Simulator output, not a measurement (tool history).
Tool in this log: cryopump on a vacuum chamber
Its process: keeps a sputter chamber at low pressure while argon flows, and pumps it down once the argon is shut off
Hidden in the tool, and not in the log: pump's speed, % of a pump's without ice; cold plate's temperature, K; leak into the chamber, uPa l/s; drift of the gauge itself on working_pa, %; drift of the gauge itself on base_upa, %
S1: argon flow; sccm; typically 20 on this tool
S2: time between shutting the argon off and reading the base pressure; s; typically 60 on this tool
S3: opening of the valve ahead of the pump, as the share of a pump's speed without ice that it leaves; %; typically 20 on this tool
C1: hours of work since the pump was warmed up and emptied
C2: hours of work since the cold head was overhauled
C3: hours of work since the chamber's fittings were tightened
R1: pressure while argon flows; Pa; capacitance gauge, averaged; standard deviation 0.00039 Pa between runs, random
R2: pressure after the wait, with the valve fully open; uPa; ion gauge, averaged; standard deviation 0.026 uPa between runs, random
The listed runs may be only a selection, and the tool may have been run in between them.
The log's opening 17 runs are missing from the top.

run    hour  S1   S2  S3   C1    C2    C3      R1    R2
 18   797.5  26   60  20  111   822   739  0.1282  1.74
 19   839.7  26   60  20  135   846   763  0.1274  1.81
 20   879.0  21   60  28  157   868   785  0.0735  1.84
 21   924.9  30   21  20  183   894   811  0.1470  3.70
 22   973.1  11   60  31  210   922   838  0.0353  1.92
 23  1030.5  37  132  49  243   954   871  0.0768  1.41
 24  1074.3  19  132  46  268   979   896  0.0414  1.46
 25  1137.0  19   87  31  303  1014   931  0.0615  1.67
 26  1178.9  37   60  25  327  1038   955  0.1471  2.00
 27  1236.6  37   60  25  359  1071   987  0.1483  2.05
 28  1272.8  27  202  25  380  1091  1008  0.1079  1.41
 29  1305.9  27  202  25  399  1110  1027  0.1083  1.41
 30  1335.8  14   80  16  416  1127  1044  0.0864  1.90
 31  1366.7  25   26  16  433  1145  1061  0.1552  3.36
 32  1414.6  20   60  33  460  1172  1088  0.0621  2.23
 33  1461.5  20  113  57  487  1198  1115  0.0375  1.77
 34  1494.0   9   64  15  505  1217  1133  0.0598  2.23
 35  1524.6   9  296  29  523  1234  1151  0.0315  1.48

Here are 3 independent what-if runs from the current tool condition. What would each one return?
  A  1568.3  29  170  16  547  1259  1175   ?   ?
  B  1568.3  36  296  53  547  1259  1175   ?   ?
  C  1568.3   9  134  27  547  1259  1175   ?   ?

run      R1    R2
  A  0.1817  1.68
  B  0.0728  1.52
  C  0.0342  1.76
With the hidden condition removed and each run's random variation left untouched, the same runs would have given:
run      R1    R2
  A  0.1759  0.54
  B  0.0656  0.38
  C  0.0323  0.61

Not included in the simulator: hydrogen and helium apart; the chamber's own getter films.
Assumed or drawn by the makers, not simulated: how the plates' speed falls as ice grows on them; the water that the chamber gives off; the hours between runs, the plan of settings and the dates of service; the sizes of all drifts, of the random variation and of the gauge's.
